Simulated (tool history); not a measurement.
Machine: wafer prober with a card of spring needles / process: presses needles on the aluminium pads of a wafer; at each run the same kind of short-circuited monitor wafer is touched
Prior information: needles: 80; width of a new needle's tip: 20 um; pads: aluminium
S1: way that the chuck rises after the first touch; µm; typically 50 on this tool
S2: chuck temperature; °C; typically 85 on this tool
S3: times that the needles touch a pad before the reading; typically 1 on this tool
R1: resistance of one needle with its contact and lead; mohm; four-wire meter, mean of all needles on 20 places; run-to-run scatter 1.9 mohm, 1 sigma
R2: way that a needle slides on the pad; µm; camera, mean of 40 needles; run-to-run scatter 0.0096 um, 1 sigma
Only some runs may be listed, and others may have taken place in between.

| run | hour | S1 | S2 | S3 | R1 | R2 |
|---|---|---|---|---|---|---|
| 1 | 0 | 50 | 85 | 1 | 256 | 6.935 |
|  | 13.5 | tips cleaned on abrasive film |
| 2 | 35.2 | 50 | 85 | 1 | 270 | 6.957 |
|  | 42.4 | tips cleaned on abrasive film |
| 3 | 58.1 | 50 | 85 | 1 | 256 | 6.923 |
|  | 70.6 | tips cleaned on abrasive film |
|  | 79.1 | height of the first contact set anew |
| 4 | 79.1 | 54 | 85 | 1 | 229 | 7.55 |
|  | 100 | tips cleaned on abrasive film |
| 5 | 118 | 50 | 85 | 1 | 260 | 6.98 |
|  | 129.7 | tips cleaned on abrasive film |
| 6 | 144.1 | 50 | 81 | 1 | 248 | 6.992 |
|  | 160.6 | tips cleaned on abrasive film |
| 7 | 179.4 | 50 | 81 | 1 | 259 | 6.971 |
|  | 189.1 | tips cleaned on abrasive film |
| 8 | 211.1 | 42 | 81 | 1 | 294 | 5.851 |
|  | 218.1 | tips cleaned on abrasive film |
| 9 | 244.9 | 42 | 112 | 1 | 304 | 5.855 |
|  | 248.6 | tips cleaned on abrasive film |
| 10 | 271.7 | 42 | 112 | 1 | 308 | 5.852 |
|  | 279.7 | tips cleaned on abrasive film |
|  | 308.8 | tips cleaned on abrasive film |
| 11 | 313.7 | 42 | 112 | 1 | 239 | 5.824 |
|  | 337.7 | tips cleaned on abrasive film |
| 12 | 347.9 | 42 | 112 | 1 | 266 | 5.816 |
|  | 367.4 | tips cleaned on abrasive film |
| 13 | 371.8 | 50 | 85 | 1 | 227 | 6.935 |
|  | 375.4 | height of the first contact set anew |
|  | 398.5 | tips cleaned on abrasive film |
| 14 | 410.5 | 50 | 85 | 2 | 229 | 6.982 |
|  | 428.3 | tips cleaned on abrasive film |
| 15 | 429.7 | 50 | 85 | 2 | 210 | 6.977 |
| 16 | 455.3 | 50 | 85 | 2 | 244 | 6.966 |
|  | 457.9 | tips cleaned on abrasive film |
| 17 | 472.2 | 50 | 85 | 2 | 229 | 6.966 |
|  | 488.7 | tips cleaned on abrasive film |
| 18 | 502 | 66 | 85 | 2 | 216 | 9.197 |
|  | 518.9 | tips cleaned on abrasive film |
| 19 | 542.6 | 66 | 114 | 2 | 227 | 9.203 |
|  | 548.1 | tips cleaned on abrasive film |
|  | 577 | tips cleaned on abrasive film |
| 20 | 580.9 | 51 | 65 | 1 | 220 | 7.085 |
|  | 606.1 | tips cleaned on abrasive film |
| 21 | 614.8 | 31 | 47 | 1 | 300 | 4.284 |
|  | 634.4 | tips cleaned on abrasive film |
| 22 | 637.2 | 31 | 60 | 1 | 247 | 4.276 |
| 23 | 660.2 | 31 | 56 | 2 | 313 | 4.28 |
|  | 662.5 | tips cleaned on abrasive film |
|  | 673.3 | height of the first contact set anew |
|  | 691 | tips cleaned on abrasive film |
| 24 | 695.3 | 31 | 56 | 2 | 235 | 4.325 |
|  | 720.9 | tips cleaned on abrasive film |
| 25 | 731 | 32 | 56 | 2 | 266 | 4.462 |

Here are 5 independent what-if runs from the current tool condition. What would each one return?
|  | 749.7 | tips cleaned on abrasive film |
| A | 764.5 | 33 | 79 | 1 | ? | ? |
|  | 749.7 | tips cleaned on abrasive film |
| B | 764.5 | 48 | 112 | 2 | ? | ? |
|  | 749.7 | tips cleaned on abrasive film |
| C | 764.5 | 32 | 56 | 2 | ? | ? |
|  | 749.7 | tips cleaned on abrasive film |
| D | 764.5 | 43 | 50 | 2 | ? | ? |
|  | 749.7 | tips cleaned on abrasive film |
| E | 764.5 | 32 | 56 | 2 | ? | ? |

| run | R1 | R2 |
|---|---|---|
| A | 330 | 4.597 |
| B | 242 | 6.697 |
| C | 287 | 4.442 |
| D | 243 | 5.99 |
| E | 286 | 4.47 |
The same runs, with their run-to-run variation unchanged, on a tool lacking any hidden condition would have given:
| run | R1 | R2 |
|---|---|---|
| A | 214 | 4.618 |
| B | 209 | 6.717 |
| C | 210 | 4.462 |
| D | 199 | 6.01 |
| E | 209 | 4.491 |

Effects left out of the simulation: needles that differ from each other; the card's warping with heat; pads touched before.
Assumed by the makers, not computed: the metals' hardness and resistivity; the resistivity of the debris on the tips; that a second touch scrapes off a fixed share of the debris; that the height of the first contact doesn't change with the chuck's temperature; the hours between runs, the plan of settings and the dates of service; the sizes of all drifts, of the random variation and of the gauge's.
